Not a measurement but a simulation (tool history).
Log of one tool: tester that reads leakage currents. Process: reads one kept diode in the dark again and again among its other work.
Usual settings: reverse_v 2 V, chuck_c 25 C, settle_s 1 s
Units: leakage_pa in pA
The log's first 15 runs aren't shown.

run	hour	reverse_v	chuck_c	settle_s	leakage_pa
16	2894.5	10.58	25	1	244.35
17	3088.9	10.58	25	1	244.04
18	3221.3	10.58	25	1	243.05
19	3437.4	5.68	22	3.12	135.89
# hour 3486.1: probe card cleaned and baked
20	3578.3	2	27	1	106.86
21	3810.2	5.05	24	1	148.77
# hour 4028: chuck's temperature calibrated
22	4074.6	1.84	26	2.16	108.22
23	4335.4	1.61	52	1.7	589.9
24	4590.3	1.61	52	1.7	590.95
25	4778.1	1.58	30	1	129.21

Run 26 comes next. What will it give?
26	4987	11.98	60	4.45	?

Run 26 gave leakage_pa 2888.99 pA.
Without the tool's hidden state the same run would have given leakage_pa 2971.19 pA.
